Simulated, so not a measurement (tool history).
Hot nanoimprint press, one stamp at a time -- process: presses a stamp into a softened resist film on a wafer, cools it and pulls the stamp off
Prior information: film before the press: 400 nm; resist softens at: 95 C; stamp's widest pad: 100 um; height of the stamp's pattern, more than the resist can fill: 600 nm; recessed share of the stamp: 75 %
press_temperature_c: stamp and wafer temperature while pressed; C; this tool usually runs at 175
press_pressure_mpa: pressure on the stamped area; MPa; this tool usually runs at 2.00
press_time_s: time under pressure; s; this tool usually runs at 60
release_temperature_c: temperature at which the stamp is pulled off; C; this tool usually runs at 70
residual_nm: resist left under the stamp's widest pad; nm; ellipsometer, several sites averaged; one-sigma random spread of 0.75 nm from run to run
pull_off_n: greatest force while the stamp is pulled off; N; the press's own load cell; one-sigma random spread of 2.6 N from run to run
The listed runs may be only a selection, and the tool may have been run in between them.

Run 1, hour 0.0: usual settings. Result: residual_nm 186.6 nm, pull_off_n 120 N.
Run 2, hour 41.2: usual settings. Result: residual_nm 186.9 nm, pull_off_n 120 N.
Run 3, hour 70.4: usual settings. Result: residual_nm 185.5 nm, pull_off_n 126 N.
Run 4, hour 110.9: usual settings. Result: residual_nm 186.5 nm, pull_off_n 120 N.
Run 5, hour 148.9: usual settings. Result: residual_nm 186.6 nm, pull_off_n 113 N.
Run 6, hour 180.8: usual settings. Result: residual_nm 186.4 nm, pull_off_n 122 N.
Run 7, hour 224.1: usual settings. Result: residual_nm 186.4 nm, pull_off_n 122 N.
Run 8, hour 263.4: usual settings. Result: residual_nm 188.0 nm, pull_off_n 122 N.
Run 9, hour 286.6: usual settings. Result: residual_nm 185.8 nm, pull_off_n 125 N.
Run 10, hour 305.9: usual settings. Result: residual_nm 185.6 nm, pull_off_n 123 N.
Run 11, hour 347.3: usual settings. Result: residual_nm 187.1 nm, pull_off_n 122 N.
Run 12, hour 400.8: usual settings but release_temperature_c 67 C. Result: residual_nm 187.5 nm, pull_off_n 121 N.
Run 13, hour 441.7: usual settings but release_temperature_c 67 C. Result: residual_nm 186.6 nm, pull_off_n 125 N.
Run 14, hour 486.2: usual settings but release_temperature_c 67 C. Result: residual_nm 187.4 nm, pull_off_n 128 N.
Run 15, hour 511.4: usual settings but press_time_s 79 s. Result: residual_nm 167.7 nm, pull_off_n 120 N.
Run 16, hour 554.9: usual settings but press_time_s 79 s. Result: residual_nm 168.9 nm, pull_off_n 124 N.
Run 17, hour 584.3: usual settings but press_pressure_mpa 2.16 MPa, press_time_s 46 s. Result: residual_nm 199.3 nm, pull_off_n 123 N.
Run 18, hour 620.4: usual settings but press_temperature_c 181 C, press_pressure_mpa 1.20 MPa, press_time_s 46 s, release_temperature_c 62 C. Result: residual_nm 209.8 nm, pull_off_n 134 N.
Run 19, hour 653.1: usual settings but press_temperature_c 181 C, press_pressure_mpa 1.37 MPa, press_time_s 45 s, release_temperature_c 61 C. Result: residual_nm 202.5 nm, pull_off_n 136 N.
Run 20, hour 687.5: usual settings but press_temperature_c 181 C, press_pressure_mpa 1.37 MPa, press_time_s 45 s, release_temperature_c 61 C. Result: residual_nm 203.7 nm, pull_off_n 133 N.
Run 21, hour 730.0: usual settings but press_temperature_c 186 C. Result: residual_nm 130.7 nm, pull_off_n 119 N.
Run 22, hour 749.1: usual settings but press_temperature_c 176 C, press_time_s 86 s. Result: residual_nm 157.9 nm, pull_off_n 119 N.
Run 23, hour 773.5: usual settings but press_temperature_c 174 C, press_time_s 86 s, release_temperature_c 62 C. Result: residual_nm 169.0 nm, pull_off_n 131 N.
Run 24, hour 817.8: usual settings but press_temperature_c 174 C, press_time_s 86 s, release_temperature_c 62 C. Result: residual_nm 169.5 nm, pull_off_n 127 N.
Run 25, hour 855.6: usual settings but press_temperature_c 174 C, press_pressure_mpa 3.05 MPa, press_time_s 86 s, release_temperature_c 62 C. Result: residual_nm 140.5 nm, pull_off_n 132 N.
Run 26, hour 895.9: usual settings but press_temperature_c 174 C, press_pressure_mpa 1.24 MPa, press_time_s 49 s, release_temperature_c 62 C. Result: residual_nm 249.1 nm, pull_off_n 131 N.
Run 27, hour 930.0: usual settings but press_temperature_c 174 C, press_pressure_mpa 1.24 MPa, press_time_s 72 s, release_temperature_c 64 C. Result: residual_nm 218.8 nm, pull_off_n 128 N.
Run 28, hour 953.8: usual settings but press_temperature_c 183 C, release_temperature_c 73 C. Result: residual_nm 144.5 nm, pull_off_n 113 N.
Run 29, hour 990.2: usual settings but release_temperature_c 69 C. Result: residual_nm 189.3 nm, pull_off_n 126 N.
Run 30, hour 1010.7: usual settings but press_temperature_c 184 C, press_pressure_mpa 2.82 MPa, press_time_s 37 s, release_temperature_c 69 C. Result: residual_nm 148.6 nm, pull_off_n 128 N.
Run 31, hour 1033.0: usual settings but press_temperature_c 184 C, press_pressure_mpa 2.82 MPa, press_time_s 37 s, release_temperature_c 69 C. Result: residual_nm 147.9 nm, pull_off_n 119 N.

Missing from the log above: 5 entries noted between runs. For each, name the pair of listed runs it sits between and say how the tool's hidden condition differs from the listed run just before to the listed run just after:
Run 1 -> run 2: plate thermocouple calibrated (hour 33.4)
  true temperature over the reading, C: 0.01 -> 0; pressure that arrives at the usual setting, %: 99.97 -> 99.96; drift of the gauge itself on residual_nm, %: 0 -> 0.06
  measured result minus the result with no hidden state, residual_nm: +0.0 -> +0.2 nm
Run 3 -> run 4: stamp cleaned and given a new release coat (hour 107.2)
  grip of the stamp's worn release coat, % over a new coat's: 0.8 -> 0; drift of the gauge itself on residual_nm, %: 0.1 -> 0.16
  measured result minus the result with no hidden state, residual_nm: +0.2 -> +0.3 nm
Run 11 -> run 12: press's hydraulic seals changed and the load cell set to zero (hour 368.2)
  pressure that arrives at the usual setting, %: 99.96 -> 100; grip of the stamp's worn release coat, % over a new coat's: 0.3 -> 0.4; drift of the gauge itself on residual_nm, %: 0.52 -> 0.59
  measured result minus the result with no hidden state, residual_nm: +1.0 -> +1.1 nm
Run 20 -> run 21: stamp cleaned and given a new release coat (hour 719.0)
  grip of the stamp's worn release coat, % over a new coat's: 0.8 -> 0; drift of the gauge itself on residual_nm, %: 1.03 -> 1.09
  measured result minus the result with no hidden state, residual_nm: +2.1 -> +1.4 nm
Run 27 -> run 28: plate thermocouple calibrated (hour 948.2)
  true temperature over the reading, C: 0.01 -> 0; drift of the gauge itself on residual_nm, %: 1.39 -> 1.42
  measured result minus the result with no hidden state, residual_nm: +3.0 -> +2.0 nm

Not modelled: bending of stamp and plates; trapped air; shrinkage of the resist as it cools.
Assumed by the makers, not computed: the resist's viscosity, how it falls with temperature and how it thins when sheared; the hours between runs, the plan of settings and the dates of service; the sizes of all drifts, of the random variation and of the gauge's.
